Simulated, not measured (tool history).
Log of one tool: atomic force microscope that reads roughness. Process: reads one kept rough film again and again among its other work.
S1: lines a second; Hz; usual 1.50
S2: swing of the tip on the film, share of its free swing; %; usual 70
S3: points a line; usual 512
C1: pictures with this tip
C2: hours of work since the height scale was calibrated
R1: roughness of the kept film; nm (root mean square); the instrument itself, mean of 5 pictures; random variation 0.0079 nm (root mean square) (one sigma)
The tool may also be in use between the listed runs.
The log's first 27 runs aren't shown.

-- hour=986.6 new tip fitted
run 28 hour=1028.5 | S1=2.47 S2=78 S3=281 | C1=69 C2=1301 | R1=2.290
run 29 hour=1073.1 | S1=1.50 S2=71 S3=512 | C1=142 C2=1325 | R1=2.444
run 30 hour=1119.7 | S1=1.50 S2=71 S3=512 | C1=219 C2=1350 | R1=2.469
run 31 hour=1173.7 | S1=2.02 S2=58 S3=512 | C1=307 C2=1379 | R1=2.503
-- hour=1192.5 new tip fitted
run 32 hour=1214.6 | S1=2.02 S2=58 S3=512 | C1=36 C2=1401 | R1=2.515
run 33 hour=1250.7 | S1=2.75 S2=59 S3=582 | C1=96 C2=1420 | R1=2.471
run 34 hour=1299.9 | S1=2.75 S2=59 S3=582 | C1=176 C2=1446 | R1=2.473
run 35 hour=1331.3 | S1=2.75 S2=59 S3=582 | C1=228 C2=1463 | R1=2.482
run 36 hour=1355.8 | S1=2.75 S2=59 S3=582 | C1=268 C2=1477 | R1=2.472
run 37 hour=1392.1 | S1=1.65 S2=66 S3=560 | C1=327 C2=1496 | R1=2.473
-- hour=1400.8 new tip fitted
run 38 hour=1421.1 | S1=1.65 S2=66 S3=305 | C1=33 C2=1511 | R1=2.467
run 39 hour=1452.2 | S1=1.50 S2=85 S3=341 | C1=84 C2=1528 | R1=2.324
run 40 hour=1495.4 | S1=1.50 S2=85 S3=341 | C1=155 C2=1551 | R1=2.321
run 41 hour=1530.1 | S1=1.50 S2=85 S3=341 | C1=212 C2=1570 | R1=2.326
run 42 hour=1581.3 | S1=1.40 S2=67 S3=554 | C1=296 C2=1598 | R1=2.489
-- hour=1608.7 new tip fitted
run 43 hour=1621.9 | S1=1.40 S2=88 S3=476 | C1=22 C2=1619 | R1=2.315

5 ways to go on from here, each from the tool as it stands after run 43. What would each give?
run A hour=1673.5 | S1=3.43 S2=70 S3=512 | C1=106 C2=1647 | R1=?
run B hour=1673.5 | S1=1.40 S2=88 S3=277 | C1=106 C2=1647 | R1=?
run C hour=1673.5 | S1=2.33 S2=70 S3=512 | C1=106 C2=1647 | R1=?
run D hour=1673.5 | S1=0.63 S2=89 S3=460 | C1=106 C2=1647 | R1=?
run E hour=1673.5 | S1=1.40 S2=61 S3=804 | C1=106 C2=1647 | R1=?

run=A R1=2.303
run=B R1=2.310
run=C R1=2.396
run=D R1=2.446
run=E R1=2.520
Without the tool's hidden state the same runs would have given:
run=A R1=2.306
run=B R1=2.313
run=C R1=2.399
run=D R1=2.450
run=E R1=2.524
